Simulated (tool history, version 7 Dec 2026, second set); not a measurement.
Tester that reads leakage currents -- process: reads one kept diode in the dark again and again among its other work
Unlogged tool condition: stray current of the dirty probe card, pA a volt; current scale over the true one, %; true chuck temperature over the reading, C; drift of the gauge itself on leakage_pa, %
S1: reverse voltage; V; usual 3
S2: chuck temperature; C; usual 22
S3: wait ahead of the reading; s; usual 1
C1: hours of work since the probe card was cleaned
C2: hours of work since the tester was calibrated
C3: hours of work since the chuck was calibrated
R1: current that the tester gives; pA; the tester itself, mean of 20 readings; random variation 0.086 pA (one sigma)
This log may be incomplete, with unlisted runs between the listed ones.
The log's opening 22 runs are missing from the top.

run,hour,S1,S2,S3,C1,C2,C3,R1
23,1621.8,12.51,21,1.04,3322,2477,2039,75.25
24,1714.7,12.79,48,9,3375,2530,2091,308.58
25,1755.5,1.9,52,8.54,3398,2553,2115,150.29
# hour 1762.8: probe card cleaned and baked
26,1828,1.9,52,8.54,37,2593,2154,150.15
27,1912.6,2.21,22,4.1,85,2641,2202,26.94
28,2009.7,3.38,22,7.17,140,2696,2257,34.47
29,2092.5,1.91,22,4.65,187,2743,2304,24.96
# hour 2101.8: probe card cleaned and baked, once more
30,2178.9,1.91,22,4.65,44,2790,2352,20.58
31,2272,1.4,57,5.33,97,2843,2405,171.91
32,2325.7,2.08,47,0.35,127,2874,2435,115.19
# hour 2385.7: chuck's temperature calibrated
33,2391.6,5.86,44,3.59,163,2910,3,141.14
34,2447,5.86,44,3.59,195,2941,35,140.76
35,2508.5,5.86,44,3.59,230,2976,70,141.43
36,2552.8,5.86,44,3.59,255,3001,95,142.45
37,2639.8,5.86,44,2.51,304,3051,144,142.66

Branching from run 37: 3 alternative next runs. What would each branch give?
A,2710,5.87,23,0.32,344,3091,184,?
B,2710,3,58,7.37,344,3091,184,?
C,2710,5.86,39,2.51,344,3091,184,?

run,R1
A,42.06
B,241.63
C,103.8
With no hidden state in the tool, these same runs would have given:
run,R1
A,40.13
B,237
C,100.88
